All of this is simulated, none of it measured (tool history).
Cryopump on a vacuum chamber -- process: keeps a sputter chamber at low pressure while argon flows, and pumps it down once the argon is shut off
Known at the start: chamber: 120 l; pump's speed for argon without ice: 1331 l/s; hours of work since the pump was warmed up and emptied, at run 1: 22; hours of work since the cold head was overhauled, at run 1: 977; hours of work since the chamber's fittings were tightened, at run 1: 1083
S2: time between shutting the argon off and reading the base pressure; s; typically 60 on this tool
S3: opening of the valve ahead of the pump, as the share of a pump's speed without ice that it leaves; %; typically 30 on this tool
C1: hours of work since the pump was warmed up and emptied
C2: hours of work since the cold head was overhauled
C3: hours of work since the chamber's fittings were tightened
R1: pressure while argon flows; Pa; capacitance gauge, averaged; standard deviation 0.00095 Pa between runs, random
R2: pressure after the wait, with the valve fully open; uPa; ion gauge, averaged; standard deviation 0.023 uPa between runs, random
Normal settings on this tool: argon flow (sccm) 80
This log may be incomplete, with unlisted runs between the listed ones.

Run 1, day 0.000: usual settings; C1 22; C2 977; C3 1083. Result: R1 0.3401 Pa, R2 1.47 uPa.
Run 2, day 0.821: usual settings; C1 35; C2 990; C3 1096. Result: R1 0.3414 Pa, R2 1.52 uPa.
Run 3, day 1.788: usual settings; C1 51; C2 1006; C3 1111. Result: R1 0.3391 Pa, R2 1.50 uPa.
Run 4, day 2.721: usual settings; C1 66; C2 1021; C3 1126. Result: R1 0.3414 Pa, R2 1.54 uPa.
Run 5, day 4.346: usual settings; C1 92; C2 1047; C3 1152. Result: R1 0.3396 Pa, R2 1.54 uPa.
Run 6, day 5.904: usual settings; C1 117; C2 1072; C3 1177. Result: R1 0.3432 Pa, R2 1.64 uPa.
Run 7, day 7.096: usual settings; C1 136; C2 1091; C3 1196. Result: R1 0.3428 Pa, R2 1.61 uPa.
Run 8, day 8.296: usual settings; C1 155; C2 1110; C3 1215. Result: R1 0.3429 Pa, R2 1.62 uPa.
Run 9, day 8.971: usual settings but argon flow (sccm) 49, S3 58 %; C1 166; C2 1121; C3 1226. Result: R1 0.1094 Pa, R2 1.57 uPa.
Run 10, day 9.750: usual settings but argon flow (sccm) 39, S2 26 s, S3 27 %; C1 178; C2 1133; C3 1239. Result: R1 0.1851 Pa, R2 2.30 uPa.
Run 11, day 11.225: usual settings but argon flow (sccm) 56, S2 69 s, S3 27 %; C1 202; C2 1157; C3 1262. Result: R1 0.2660 Pa, R2 1.58 uPa.
Run 12, day 12.550: usual settings but argon flow (sccm) 56, S2 69 s, S3 27 %; C1 223; C2 1178; C3 1283. Result: R1 0.2667 Pa, R2 1.56 uPa.
Run 13, day 13.638: usual settings but argon flow (sccm) 58, S2 29 s, S3 29 %; C1 240; C2 1195; C3 1301. Result: R1 0.2582 Pa, R2 2.25 uPa.
Run 14, day 14.796: usual settings but argon flow (sccm) 58, S2 29 s, S3 29 %; C1 259; C2 1214; C3 1319. Result: R1 0.2571 Pa, R2 2.28 uPa.
Run 15, day 15.596: usual settings but argon flow (sccm) 37, S2 48 s, S3 29 %; C1 272; C2 1227; C3 1332. Result: R1 0.1648 Pa, R2 1.79 uPa.

Below are 3 alternative next runs, each starting from the tool's condition after run 15. Predict each:
Run A, day 16.342: usual settings but argon flow (sccm) 46, S2 48 s, S3 15 %; C1 283; C2 1238; C3 1344. Result: R1 ?, R2 ?.
Run B, day 16.342: usual settings but S2 238 s, S3 47 %; C1 283; C2 1238; C3 1344. Result: R1 ?, R2 ?.
Run C, day 16.342: usual settings but argon flow (sccm) 55, S2 92 s, S3 31 %; C1 283; C2 1238; C3 1344. Result: R1 ?, R2 ?.

run      R1    R2
  A  0.3953  1.75
  B  0.2205  1.28
  C  0.2286  1.49
Stripped of hidden state, with their random variation kept, the same runs would have yielded:
run      R1    R2
  A  0.3922  0.86
  B  0.2150  0.36
  C  0.2249  0.57
